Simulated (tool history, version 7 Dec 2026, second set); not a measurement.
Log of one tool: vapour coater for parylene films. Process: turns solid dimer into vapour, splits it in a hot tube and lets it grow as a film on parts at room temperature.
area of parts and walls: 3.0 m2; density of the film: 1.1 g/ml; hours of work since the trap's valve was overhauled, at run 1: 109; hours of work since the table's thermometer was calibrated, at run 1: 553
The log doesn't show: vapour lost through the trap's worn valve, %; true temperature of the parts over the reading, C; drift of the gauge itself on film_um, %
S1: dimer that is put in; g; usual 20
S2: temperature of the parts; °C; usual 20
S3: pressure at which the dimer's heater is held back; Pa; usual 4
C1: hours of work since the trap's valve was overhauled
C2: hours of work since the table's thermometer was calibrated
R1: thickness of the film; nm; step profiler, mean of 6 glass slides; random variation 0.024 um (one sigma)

Run 1, hour 0: usual settings; C1 109; C2 553. Result: R1 3330 nm.
Run 2, hour 29.4: usual settings but S3 3.46 Pa; C1 122; C2 566. Result: R1 3300 nm.
Run 3, hour 65: usual settings; C1 138; C2 582. Result: R1 3270 nm.
Run 4, hour 92.7: usual settings; C1 150; C2 594. Result: R1 3300 nm.
Run 5, hour 121.9: usual settings; C1 163; C2 607. Result: R1 3210 nm.
Run 6, hour 148.5: usual settings; C1 175; C2 619. Result: R1 3240 nm.
Run 7, hour 193.7: usual settings but S2 14 °C; C1 195; C2 639. Result: R1 3960 nm.
Run 8, hour 217.8: usual settings but S2 14 °C; C1 205; C2 650. Result: R1 3970 nm.
Run 9, hour 246.9: usual settings but S2 14 °C; C1 218; C2 662. Result: R1 3970 nm.
Run 10, hour 294.9: usual settings but S2 14 °C; C1 239; C2 683. Result: R1 3970 nm.
Run 11, hour 338.8: usual settings but S2 14 °C; C1 259; C2 703. Result: R1 3960 nm.
Run 12, hour 370.9: usual settings; C1 273; C2 717. Result: R1 3150 nm.
Run 13, hour 414.4: usual settings; C1 292; C2 736. Result: R1 3150 nm.
Run 14, hour 450.9: usual settings; C1 308; C2 752. Result: R1 3150 nm.
Run 15, hour 483.5: usual settings; C1 322; C2 767. Result: R1 3100 nm.
Run 16, hour 520.6: usual settings; C1 339; C2 783. Result: R1 3070 nm.
Run 17, hour 545.7: usual settings; C1 350; C2 794. Result: R1 3100 nm.
Run 18, hour 567.1: usual settings; C1 359; C2 804. Result: R1 3110 nm.
Run 19, hour 603: usual settings but S1 21 g; C1 375; C2 819. Result: R1 3280 nm.
Run 20, hour 643.9: usual settings but S1 21 g; C1 393; C2 837. Result: R1 3230 nm.
Run 21, hour 676.6: usual settings but S1 21 g; C1 408; C2 852. Result: R1 3210 nm.
Run 22, hour 723.5: usual settings but S1 21 g; C1 428; C2 873. Result: R1 3190 nm.
Run 23, hour 753.7: usual settings but S1 21 g; C1 442; C2 886. Result: R1 3200 nm.
Run 24, hour 783.6: usual settings but S1 21 g; C1 455; C2 899. Result: R1 3150 nm.
At hour 805.3: trap's valve overhauled.
Run 25, hour 830.9: usual settings but S1 21 g; C1 11; C2 918. Result: R1 3640 nm.

Forecast run 26:
Run 26, hour 865.3: usual settings but S3 8.98 Pa; C1 26; C2 933. Result: R1 ?.

Run 26 gave R1 3310 nm.
Without the tool's hidden state the same run would have given R1 3270 nm.

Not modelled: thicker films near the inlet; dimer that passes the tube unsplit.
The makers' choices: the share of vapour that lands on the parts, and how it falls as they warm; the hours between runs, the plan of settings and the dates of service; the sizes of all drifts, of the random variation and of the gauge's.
